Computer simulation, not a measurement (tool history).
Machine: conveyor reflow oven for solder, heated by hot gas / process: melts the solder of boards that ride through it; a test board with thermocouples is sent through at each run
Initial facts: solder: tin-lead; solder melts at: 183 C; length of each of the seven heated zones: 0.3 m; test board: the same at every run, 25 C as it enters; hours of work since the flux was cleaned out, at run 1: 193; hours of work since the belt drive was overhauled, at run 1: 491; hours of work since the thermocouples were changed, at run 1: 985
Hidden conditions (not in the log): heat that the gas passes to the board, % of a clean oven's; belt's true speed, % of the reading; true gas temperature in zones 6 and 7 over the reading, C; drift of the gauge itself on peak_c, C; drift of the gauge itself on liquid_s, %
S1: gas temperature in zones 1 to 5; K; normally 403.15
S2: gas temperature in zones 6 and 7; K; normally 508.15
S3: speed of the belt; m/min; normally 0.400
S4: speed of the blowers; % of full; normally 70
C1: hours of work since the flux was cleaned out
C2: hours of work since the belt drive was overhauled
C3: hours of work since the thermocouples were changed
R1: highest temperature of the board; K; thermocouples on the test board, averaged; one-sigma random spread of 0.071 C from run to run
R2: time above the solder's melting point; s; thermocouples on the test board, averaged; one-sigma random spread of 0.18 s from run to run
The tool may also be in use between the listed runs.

run   hour      S1      S2     S3  S4   C1   C2    C3      R1    R2
  1    0.0  403.15  508.15  0.400  70  193  491   985  490.15  64.8
  2   32.1  403.15  508.15  0.400  70  214  513  1007  489.93  65.2
      64.8  -- flux residue cleaned out of gas plates and filters
  3   67.9  403.15  508.15  0.400  70    2  533  1028  489.31  64.2
  4   90.9  403.15  508.15  0.400  70   18  549  1043  489.33  64.5
  5  118.0  403.15  508.15  0.400  70   36  567  1061  489.24  64.5
  6  152.7  403.15  508.15  0.400  70   59  590  1085  489.21  64.4
  7  179.7  403.15  503.15  0.400  70   77  609  1103  484.66  60.1
     188.4  -- flux residue cleaned out of gas plates and filters, once more
  8  207.9  392.15  516.15  0.358  81   13  624  1118  501.43  80.3
  9  236.3  403.15  508.15  0.400  54   32  643  1137  486.92  61.4
 10  270.4  390.15  504.15  0.346  82   55  666  1160  491.15  74.1

Below are 4 alternative next runs, each starting from the tool's condition after run 10. Predict each:
  A  310.9  403.15  520.15  0.455  62  82  693  1188   ?   ?
  B  310.9  410.15  508.15  0.364  59  82  693  1188   ?   ?
  C  310.9  403.15  499.15  0.473  70  82  693  1188   ?   ?
  D  310.9  410.15  523.15  0.346  82  82  693  1188   ?   ?

run      R1    R2
  A  494.11  59.8
  B  492.01  77.6
  C  476.89  41.4
  D  510.56  96.1
Had the tool no hidden state, the same runs would have come out as:
run      R1    R2
  A  495.46  59.6
  B  493.54  77.3
  C  478.31  42.2
  D  512.27  95.1
